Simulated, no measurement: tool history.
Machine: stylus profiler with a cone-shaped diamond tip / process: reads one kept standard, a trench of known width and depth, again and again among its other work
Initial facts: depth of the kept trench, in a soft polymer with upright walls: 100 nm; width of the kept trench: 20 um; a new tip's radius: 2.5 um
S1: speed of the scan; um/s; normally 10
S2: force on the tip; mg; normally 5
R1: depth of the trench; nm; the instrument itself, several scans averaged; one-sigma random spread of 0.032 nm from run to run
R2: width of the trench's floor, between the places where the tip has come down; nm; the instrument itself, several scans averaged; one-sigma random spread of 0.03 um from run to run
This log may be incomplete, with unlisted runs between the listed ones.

run,hour,S1,S2,R1,R2
1,0,10,5,101.86,17720
2,122,10,5,101.79,17690
3,226.2,10,5,101.75,17670
4,333.4,10,5,101.83,17680
5,392.3,10,5,101.8,17660
6,510.2,10,5,101.78,17600
7,609.6,10,5,101.81,17600
8,704.7,10,5,101.77,17620
9,806.9,10,5,101.75,17570
10,900.9,10,2.11,100.82,17570
11,960.2,10,2.11,100.84,17570
12,1058.4,10,2.11,100.83,17560
13,1157.8,10,2.11,100.82,17500
14,1255.1,26,5,101.67,17500
15,1314.1,26,5,101.68,17450
16,1375.3,26,5,101.64,17410
17,1451.2,26,5,101.64,17400
18,1544.9,26,5,101.91,18500
19,1663.5,26,5,101.87,18450
20,1787.8,11,5,101.89,18520
21,1859.6,10,5,101.91,18510
22,1976.2,3,5,101.82,18510
23,2078.1,3,5,101.85,18510
24,2187.7,14,11.36,103.21,18500
25,2301.1,14,11.36,103.22,18410
26,2412.2,10,4.12,101.57,18380
27,2525.3,15,4.93,101.76,18360
28,2662.8,10,9.13,102.68,18330
29,2721.9,10,9.13,102.74,18390
30,2778.2,10,3.9,101.38,18330
31,2845,39,3.25,101.19,18120
32,2942.5,39,3.25,101.14,18120
33,2999.2,25,1.85,100.64,18170
34,3093.9,26,2.79,100.96,18130
35,3196.9,26,2.79,100.94,18180
36,3295,26,2.79,100.97,18100
37,3354.6,5,3.36,101.16,18260
38,3446.8,24,11.19,103.36,18230
39,3536,10,1.79,100.98,18160
40,3635.4,30,10.45,103.16,18140
41,3757,3,10.93,103.24,18200
42,3844.3,4,3.38,101.41,18150
43,3940.1,4,3.38,101.47,18150
44,4030.2,3,2.25,101.06,18150
45,4120.2,3,2.25,101.03,18140

Withheld: 3 entries from between the runs. Position of each, and hidden state at the listed run before versus the listed run after:
After run 17, before run 18: new tip fitted, height scale calibrated (hour 1513.4)
  radius of the tip, um: 7.42 -> 2.45; height scale over the true one, %: -0.344 -> -0.052
  measured value less the no-hidden-state value, R1: -0.35 -> -0.05 nm; R2: -1030 -> +20 nm
After run 31, before run 32: height scale calibrated on a step standard (hour 2856.3)
  radius of the tip, um: 3.39 -> 3.46; height scale over the true one, %: -0.26 -> -0.328
  measured value less the no-hidden-state value, R1: -0.26 -> -0.33 nm; R2: -230 -> -250 nm
After run 37, before run 38: height scale calibrated on a step standard, once more (hour 3391.8)
  radius of the tip, um: 3.76 -> 3.83; height scale over the true one, %: -0.393 -> -0.024
  measured value less the no-hidden-state value, R1: -0.4 -> -0.03 nm; R2: -320 -> -330 nm
